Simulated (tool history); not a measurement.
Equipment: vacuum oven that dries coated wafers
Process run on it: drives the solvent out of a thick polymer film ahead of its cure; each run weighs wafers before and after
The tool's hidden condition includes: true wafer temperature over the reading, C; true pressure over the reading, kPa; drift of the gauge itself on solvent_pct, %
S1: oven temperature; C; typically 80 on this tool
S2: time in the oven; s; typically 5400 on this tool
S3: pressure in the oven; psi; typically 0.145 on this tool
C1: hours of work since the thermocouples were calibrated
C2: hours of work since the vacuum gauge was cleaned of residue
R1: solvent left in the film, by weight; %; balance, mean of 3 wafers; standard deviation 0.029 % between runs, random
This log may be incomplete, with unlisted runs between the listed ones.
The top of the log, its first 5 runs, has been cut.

Run 6, hour 97.2: usual settings; C1 775; C2 408. Result: R1 1.53 %.
Run 7, hour 125.6: usual settings; C1 789; C2 422. Result: R1 1.56 %.
Run 8, hour 153.0: usual settings; C1 802; C2 435. Result: R1 1.50 %.
Run 9, hour 175.9: usual settings but S2 4680 s; C1 813; C2 446. Result: R1 2.05 %.
Run 10, hour 196.1: usual settings but S2 4680 s; C1 823; C2 456. Result: R1 1.99 %.
Run 11, hour 214.6: usual settings but S2 4680 s, S3 0.125 psi; C1 832; C2 465. Result: R1 1.99 %.
Run 12, hour 228.1: usual settings but S3 0.129 psi; C1 838; C2 471. Result: R1 1.53 %.
Run 13, hour 244.6: usual settings but S1 72 C; C1 846; C2 479. Result: R1 3.68 %.
Run 14, hour 270.5: usual settings but S1 72 C; C1 858; C2 492. Result: R1 3.63 %.
Run 15, hour 288.3: usual settings; C1 867; C2 500. Result: R1 1.55 %.
Run 16, hour 308.3: usual settings; C1 877; C2 510. Result: R1 1.53 %.
Run 17, hour 322.6: usual settings but S1 79 C; C1 884; C2 517. Result: R1 1.77 %.
Run 18, hour 340.4: usual settings but S1 89 C, S3 0.091 psi; C1 892; C2 525. Result: R1 0.37 %.
Run 19, hour 364.0: usual settings but S1 83 C, S2 7260 s, S3 0.091 psi; C1 904; C2 537. Result: R1 0.49 %.
Run 20, hour 385.7: usual settings but S1 83 C, S2 3000 s, S3 0.112 psi; C1 914; C2 547. Result: R1 3.17 %.
Run 21, hour 401.4: usual settings but S1 88 C, S3 0.254 psi; C1 922; C2 555. Result: R1 0.80 %.
Run 22, hour 426.3: usual settings but S1 88 C, S3 0.254 psi; C1 934; C2 567. Result: R1 0.69 %.
Run 23, hour 439.8: usual settings but S3 0.078 psi; C1 940; C2 573. Result: R1 1.41 %.
Run 24, hour 467.1: usual settings but S1 94 C, S2 5280 s; C1 953; C2 587. Result: R1 0.26 %.
Run 25, hour 493.2: usual settings but S1 81 C, S2 9240 s, S3 0.392 psi; C1 966; C2 599. Result: R1 1.09 %.
Run 26, hour 512.2: usual settings but S1 88 C, S2 2940 s, S3 0.392 psi; C1 975; C2 608. Result: R1 2.47 %.

Forecast run 27:
Run 27, hour 537.7: usual settings but S1 68 C, S2 4200 s, S3 0.392 psi; C1 987; C2 621. Result: R1 ?.

{"run 27": {"R1": 7.35}}
Minus the tool's unlogged condition, the same run would have read R1 6.66 %.
